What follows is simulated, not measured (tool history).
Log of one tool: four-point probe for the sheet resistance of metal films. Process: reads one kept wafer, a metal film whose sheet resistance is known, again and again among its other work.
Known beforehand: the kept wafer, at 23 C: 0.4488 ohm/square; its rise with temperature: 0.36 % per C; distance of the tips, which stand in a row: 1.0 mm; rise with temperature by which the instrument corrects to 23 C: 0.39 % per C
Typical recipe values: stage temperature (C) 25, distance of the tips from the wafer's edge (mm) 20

run    hour  stage temperature (C)  distance of the tips from the wafer's edge (mm)  sheet resistance as the instrument gives it (ohm/square)
  1       0                     25                                               20                                                  0.450549
  2      68                     25                                               20                                                  0.450791
  3   103.7                     25                                               20                                                  0.450765
  4   158.2                     25                                               20                                                  0.450908
  5   210.5                     25                                                4                                                  0.465298
  6   265.4                     25                                                4                                                  0.465373
  7   323.6                     25                                                4                                                   0.46551
  8   383.6                     25                                               20                                                  0.451716
  9   426.8                     25                                               20                                                  0.451676
 10   493.9                     25                                               20                                                  0.451983
 11   526.7                     25                                               20                                                  0.451966
 12   570.2                     19                                               20                                                  0.452877
 13   614.7                     19                                               20                                                  0.452924
 14   685.5                     19                                               20                                                  0.453108
 15   732.4                     19                                               20                                                  0.453294
 16     802                     19                                               20                                                  0.453347
 17   874.5                     25                                               20                                                  0.452799
 18   919.5                     25                                                5                                                  0.461815
 19   967.6                     25                                                7                                                  0.457173
 20  1036.5                     25                                                7                                                   0.45746
 21  1073.5                     25                                                7                                                  0.457566
 22  1104.8                     25                                                7                                                  0.457677
 23    1140                     18                                                8                                                  0.457524
 24  1179.7                     21                                                8                                                  0.457206
 25  1241.5                     21                                                8                                                  0.457371
 26  1294.5                     21                                                5                                                  0.463271
 27  1346.8                     21                                                5                                                  0.463459
 28  1395.9                     21                                                5                                                  0.463449
 29  1456.5                     22                                               48                                                  0.454016

Forecast run 30:
 30  1493.2                     25                                               51                                                         ?

sheet resistance as the instrument gives it (ohm/square): 0.453778
Had the tool carried no hidden state, the very same run would have given sheet resistance as the instrument gives it (ohm/square) 0.448716.
